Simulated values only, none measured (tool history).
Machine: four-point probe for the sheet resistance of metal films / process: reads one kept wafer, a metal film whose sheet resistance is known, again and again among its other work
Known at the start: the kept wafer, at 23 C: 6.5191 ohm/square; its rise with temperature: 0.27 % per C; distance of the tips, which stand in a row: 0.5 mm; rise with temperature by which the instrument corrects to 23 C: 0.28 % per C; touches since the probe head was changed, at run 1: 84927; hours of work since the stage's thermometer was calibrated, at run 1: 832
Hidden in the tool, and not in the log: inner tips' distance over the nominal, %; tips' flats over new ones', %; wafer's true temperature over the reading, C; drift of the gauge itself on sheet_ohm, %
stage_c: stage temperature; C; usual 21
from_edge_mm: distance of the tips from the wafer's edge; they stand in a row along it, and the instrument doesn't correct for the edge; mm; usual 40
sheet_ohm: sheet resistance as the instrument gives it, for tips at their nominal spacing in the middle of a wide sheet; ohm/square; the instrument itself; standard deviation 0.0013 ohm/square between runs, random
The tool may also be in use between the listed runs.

run     day  stage_c  from_edge_mm  touches since the probe head was changed  hours of work since the stage's thermometer was calibrated  sheet_ohm
  1   0.000       21            40                                     84927                                                         832   6.550258
  2   1.329       21            40                                     86184                                                         849   6.552691
  3   3.162       21            40                                     87921                                                         872   6.550456
  4   4.467       21            40                                     89157                                                         889   6.552830
  5   5.604       21            40                                     90231                                                         903   6.555236
  6   7.246       34            40                                     91785                                                         924   6.547653
  7   8.271       34            40                                     92755                                                         937   6.547283
  8   9.983       21            40                                     94378                                                         959   6.554410
  9  11.146       21            40                                     95480                                                         973   6.554971
 10  12.279       21            40                                     96549                                                         988   6.556355
 11  13.758       21            40                                     97953                                                        1007   6.557303
 12  15.600       21            40                                     99693                                                        1030   6.557978
 13  16.479       21            40                                    100529                                                        1041   6.558393
     16.642  -- new probe head fitted
 14  17.971       34            40                                      1259                                                        1060   6.538529
 15  19.412       34            70                                      2624                                                        1078   6.539618
 16  20.546       22            40                                      3693                                                        1092   6.546521
 17  22.125       22            40                                      5188                                                        1112   6.549704
 18  23.533       34             4                                      6522                                                        1130   6.594000
     23.721  -- stage's thermometer calibrated
 19  25.100       34             4                                      7987                                                          18   6.600841
 20  26.533       34             4                                      9344                                                          36   6.598939
 21  28.062       34             4                                     10790                                                          55   6.602618
 22  29.162       27            62                                     11831                                                          69   6.550083
 23  30.217       23             3                                     12830                                                          83   6.650141
 24  31.675       28             5                                     14209                                                         101   6.586910
     32.308  -- stage's thermometer calibrated, once more
 25  32.442       28             5                                     14917                                                           2   6.577253
 26  33.375       21            28                                     15800                                                          14   6.546605

Branching from run 26: 5 alternative next runs. What would each branch give?
  A  34.208       20            11                                     16587                                                          24          ?
  B  34.208       28             9                                     16587                                                          24          ?
  C  34.208       21            45                                     16587                                                          24          ?
  D  34.208       19            10                                     16587                                                          24          ?
  E  34.208       18             4                                     16587                                                          24          ?

run  sheet_ohm
  A   6.556561
  B   6.553092
  C   6.547391
  D   6.555366
  E   6.603424
Stripped of hidden state, with their random variation kept, the same runs would have yielded:
run  sheet_ohm
  A   6.529451
  B   6.526010
  C   6.520318
  D   6.528259
  E   6.576131
